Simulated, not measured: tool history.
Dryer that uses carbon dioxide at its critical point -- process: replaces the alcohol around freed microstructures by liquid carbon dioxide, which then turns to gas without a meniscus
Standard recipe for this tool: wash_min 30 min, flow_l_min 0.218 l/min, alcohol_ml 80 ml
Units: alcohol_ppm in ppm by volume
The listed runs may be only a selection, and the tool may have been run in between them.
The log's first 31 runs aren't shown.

| run | hour | wash_min | flow_l_min | alcohol_ml | hours of work since the filter was changed | hours of work since the purifier's bed was changed | alcohol_ppm |
|---|---|---|---|---|---|---|---|
| 32 | 1297.8 | 37 | 0.218 | 31 | 69 | 153 | 75 |
| 33 | 1339.8 | 30 | 0.324 | 80 | 93 | 176 | 76 |
| 34 | 1390.3 | 22 | 0.288 | 87 | 121 | 205 | 888 |
| 35 | 1430.2 | 19 | 0.288 | 87 | 143 | 227 | 1770 |
| 36 | 1476.6 | 19 | 0.288 | 50 | 170 | 253 | 1063 |
| 37 | 1524.1 | 43 | 0.171 | 26 | 196 | 280 | 177 |
| 38 | 1580.4 | 43 | 0.181 | 26 | 228 | 311 | 130 |
| 39 | 1606.7 | 30 | 0.284 | 87 | 243 | 326 | 291 |
| 40 | 1657.7 | 44 | 0.214 | 34 | 271 | 355 | 93 |
| 41 | 1691.7 | 44 | 0.214 | 34 | 290 | 374 | 85 |
| 42 | 1715.0 | 30 | 0.224 | 32 | 304 | 387 | 400 |
| 43 | 1753.2 | 18 | 0.363 | 23 | 325 | 409 | 360 |
| 44 | 1782.2 | 18 | 0.363 | 23 | 341 | 425 | 373 |

Below are 5 alternative next runs, each starting from the tool's condition after run 44. Predict each:
|  | 1809.8 | inlet filter changed |
| A | 1813.3 | 18 | 0.363 | 116 | 2 | 442 | ? |
|  | 1809.8 | inlet filter changed |
| B | 1813.3 | 29 | 0.363 | 23 | 2 | 442 | ? |
|  | 1809.8 | inlet filter changed |
| C | 1813.3 | 30 | 0.249 | 80 | 2 | 442 | ? |
|  | 1809.8 | inlet filter changed |
| D | 1813.3 | 18 | 0.363 | 86 | 2 | 442 | ? |
|  | 1809.8 | inlet filter changed |
| E | 1813.3 | 18 | 0.363 | 26 | 2 | 442 | ? |

| run | alcohol_ppm |
|---|---|
| A | 839 |
| B | 27 |
| C | 286 |
| D | 627 |
| E | 206 |
The same runs, with their run-to-run variation unchanged, on a tool lacking any hidden condition would have given:
| run | alcohol_ppm |
|---|---|
| A | 798 |
| B | 8 |
| C | 259 |
| D | 591 |
| E | 182 |
